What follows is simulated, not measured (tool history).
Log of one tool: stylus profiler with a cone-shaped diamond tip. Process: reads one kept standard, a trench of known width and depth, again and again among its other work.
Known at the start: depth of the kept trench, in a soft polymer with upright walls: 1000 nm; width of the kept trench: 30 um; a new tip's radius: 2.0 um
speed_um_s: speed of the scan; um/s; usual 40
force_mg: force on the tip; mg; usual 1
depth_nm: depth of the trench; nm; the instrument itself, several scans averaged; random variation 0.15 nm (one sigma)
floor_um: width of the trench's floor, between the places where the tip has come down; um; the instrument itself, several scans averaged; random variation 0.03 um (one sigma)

| run | hour | speed_um_s | force_mg | depth_nm | floor_um |
|---|---|---|---|---|---|
| 1 | 0 | 40 | 1 | 1003.5 | 25.46 |
| 2 | 34.3 | 40 | 1 | 1003.35 | 25.35 |
| 3 | 78.3 | 40 | 1 | 1003.72 | 25.29 |
| 4 | 116.3 | 40 | 1 | 1003.93 | 25.21 |
| 5 | 149.8 | 40 | 1 | 1003.88 | 25.07 |
| 6 | 178.2 | 40 | 1 | 1003.86 | 25.13 |
|  | 183.5 | height scale calibrated on a step standard |
| 7 | 210.4 | 40 | 1 | 1003.96 | 24.95 |
| 8 | 256.5 | 109 | 0.74 | 1003.73 | 24.28 |
|  | 294.7 | height scale calibrated on a step standard, once more |
| 9 | 299.7 | 16 | 0.38 | 1002.02 | 24.89 |
| 10 | 325.4 | 24 | 1.1 | 1003.65 | 24.86 |
| 11 | 374.5 | 74 | 0.34 | 1001.87 | 24.07 |
| 12 | 418.4 | 113 | 2.67 | 1006.35 | 24.32 |
| 13 | 461.9 | 105 | 1.56 | 1004.46 | 24.17 |
| 14 | 496.4 | 105 | 1.56 | 1004.6 | 24.03 |

Forecast each of these 3 alternatives for the next run:
| A | 539.5 | 13 | 2.03 | ? | ? |
| B | 539.5 | 11 | 2.81 | ? | ? |
| C | 539.5 | 44 | 0.86 | ? | ? |

| run | depth_nm | floor_um |
|---|---|---|
| A | 1005.74 | 24.44 |
| B | 1006.76 | 24.51 |
| C | 1003.4 | 24.23 |
Without the tool's hidden state the same runs would have given:
| run | depth_nm | floor_um |
|---|---|---|
| A | 1005.18 | 26.44 |
| B | 1006.2 | 26.51 |
| C | 1002.84 | 26.23 |
